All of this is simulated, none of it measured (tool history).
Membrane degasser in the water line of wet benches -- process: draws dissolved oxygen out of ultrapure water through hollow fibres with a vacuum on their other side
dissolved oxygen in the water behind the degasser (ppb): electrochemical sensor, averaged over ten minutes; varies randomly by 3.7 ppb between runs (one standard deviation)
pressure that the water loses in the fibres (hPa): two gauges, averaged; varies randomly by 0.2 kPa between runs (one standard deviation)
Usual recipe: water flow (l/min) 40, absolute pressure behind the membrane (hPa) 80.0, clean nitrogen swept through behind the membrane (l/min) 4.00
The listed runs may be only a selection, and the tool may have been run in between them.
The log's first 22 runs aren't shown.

run	hour	water flow (l/min)	absolute pressure behind the membrane (hPa)	clean nitrogen swept through behind the membrane (l/min)	dissolved oxygen in the water behind the degasser (ppb)	pressure that the water loses in the fibres (hPa)
23	1072.3	40	80.0	1.91	463.4	451.1
24	1122.9	40	73.4	6.04	321.0	451.0
25	1180.3	41	80.0	10.13	321.5	459.5
26	1245.3	36	103.7	8.59	289.2	403.9
27	1304.8	40	49.5	4.00	303.1	449.8
28	1356.0	26	78.3	4.00	182.7	292.7
29	1412.5	60	58.9	3.44	605.6	669.1
30	1441.1	35	118.2	7.03	305.0	390.7
31	1505.7	41	118.2	4.34	461.1	458.9

Branching from run 31: 3 alternative next runs. What would each branch give?
A	1536.6	41	118.2	2.78	?	?
B	1536.6	27	80.0	4.00	?	?
C	1536.6	41	154.7	5.29	?	?

run	dissolved oxygen in the water behind the degasser (ppb)	pressure that the water loses in the fibres (hPa)
A	550.7	460.1
B	193.4	305.1
C	490.9	457.8
With the hidden condition removed and each run's random variation left untouched, the same runs would have given:
run	dissolved oxygen in the water behind the degasser (ppb)	pressure that the water loses in the fibres (hPa)
A	550.2	459.9
B	193.1	305.0
C	490.4	457.5
